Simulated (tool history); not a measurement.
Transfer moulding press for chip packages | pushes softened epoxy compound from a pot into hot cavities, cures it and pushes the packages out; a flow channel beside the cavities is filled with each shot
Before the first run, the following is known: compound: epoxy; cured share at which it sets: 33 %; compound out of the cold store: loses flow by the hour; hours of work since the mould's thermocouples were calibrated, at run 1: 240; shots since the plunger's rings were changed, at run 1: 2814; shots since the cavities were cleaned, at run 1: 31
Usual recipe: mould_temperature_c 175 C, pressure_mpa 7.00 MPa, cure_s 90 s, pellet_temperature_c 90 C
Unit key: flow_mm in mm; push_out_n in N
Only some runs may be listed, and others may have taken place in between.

run	hour	mould_temperature_c	pressure_mpa	cure_s	pellet_temperature_c	hours of work since the mould's thermocouples were calibrated	shots since the plunger's rings were changed	shots since the cavities were cleaned	incoming compound's hours out of the cold store	flow_mm	push_out_n
1	0.0	175	7.00	90	90	240	2814	31	26.1	621	381
2	20.4	175	7.00	90	90	250	3013	230	37.3	602	376
3	48.4	175	7.00	90	83	264	3287	504	29.5	621	401
4	73.4	175	7.00	90	83	276	3531	748	47.2	587	385
5	106.6	175	7.00	90	83	293	3856	1073	45.9	589	379
# hour 113.6: cavities cleaned with cleaning compound and waxed
# hour 131.2: plunger's sealing rings changed
6	133.2	175	7.00	90	83	304	20	168	25.7	624	401
7	164.5	175	7.00	90	83	319	326	474	14.3	645	405
8	193.3	175	7.00	90	83	334	607	755	35.2	608	377
9	216.7	175	7.00	90	83	345	836	984	14.0	648	398
# hour 232.3: cavities cleaned with cleaning compound and waxed
10	249.6	175	5.23	90	90	361	1143	169	33.4	532	390
11	284.1	175	6.36	90	90	378	1480	506	25.8	582	394
12	323.0	175	6.36	90	90	397	1860	886	27.2	598	399
# hour 348.6: cavities cleaned with cleaning compound and waxed
13	354.8	175	7.00	90	90	412	2157	61	16.2	651	394
14	393.1	175	7.00	90	90	431	2531	435	17.5	637	386
15	428.3	179	7.82	90	90	449	2875	779	47.1	620	321
16	445.5	175	5.72	90	90	457	3043	947	38.5	552	379
# hour 464.4: cavities cleaned with cleaning compound and waxed
17	478.7	175	7.29	90	90	473	3353	140	28.7	640	385
18	518.4	175	7.29	90	90	493	3741	528	47.5	605	376
19	537.0	175	8.67	90	92	502	3923	710	18.6	711	396
# hour 553.5: plunger's sealing rings changed
20	569.4	175	8.67	90	92	517	155	1002	47.8	654	361
# hour 583.5: cavities cleaned with cleaning compound and waxed
21	608.8	175	7.14	74	92	536	526	248	25.9	637	551
22	638.8	175	7.14	74	92	551	819	541	34.1	614	557
23	663.5	167	5.44	90	94	563	1060	782	30.2	559	628
24	679.5	167	5.44	90	94	571	1216	938	32.0	570	613
# hour 700.4: cavities cleaned with cleaning compound and waxed
25	703.1	167	5.44	112	94	582	1432	26	43.9	546	403
26	740.1	167	5.44	112	99	600	1795	389	9.9	600	421
27	771.2	176	8.24	78	89	616	2098	692	23.7	673	486
28	800.1	176	8.63	106	89	630	2381	975	22.9	697	311

Predict each of these 4 candidate next runs independently; none follows another, all start after run 28:
# hour 816.8: cavities cleaned with cleaning compound and waxed
A	829.1	175	7.33	90	97	644	2649	120	26.1	?	?
# hour 816.8: cavities cleaned with cleaning compound and waxed
B	829.1	182	8.63	77	85	644	2649	120	25.9	?	?
# hour 816.8: cavities cleaned with cleaning compound and waxed
C	829.1	169	7.84	117	90	644	2649	120	18.3	?	?
# hour 816.8: cavities cleaned with cleaning compound and waxed
D	829.1	168	7.00	90	97	644	2649	120	44.7	?	?

run	flow_mm	push_out_n
A	637	359
B	676	356
C	703	359
D	620	570
The same runs, with their run-to-run variation unchanged, on a tool lacking any hidden condition would have given:
run	flow_mm	push_out_n
A	637	357
B	677	353
C	704	357
D	621	565
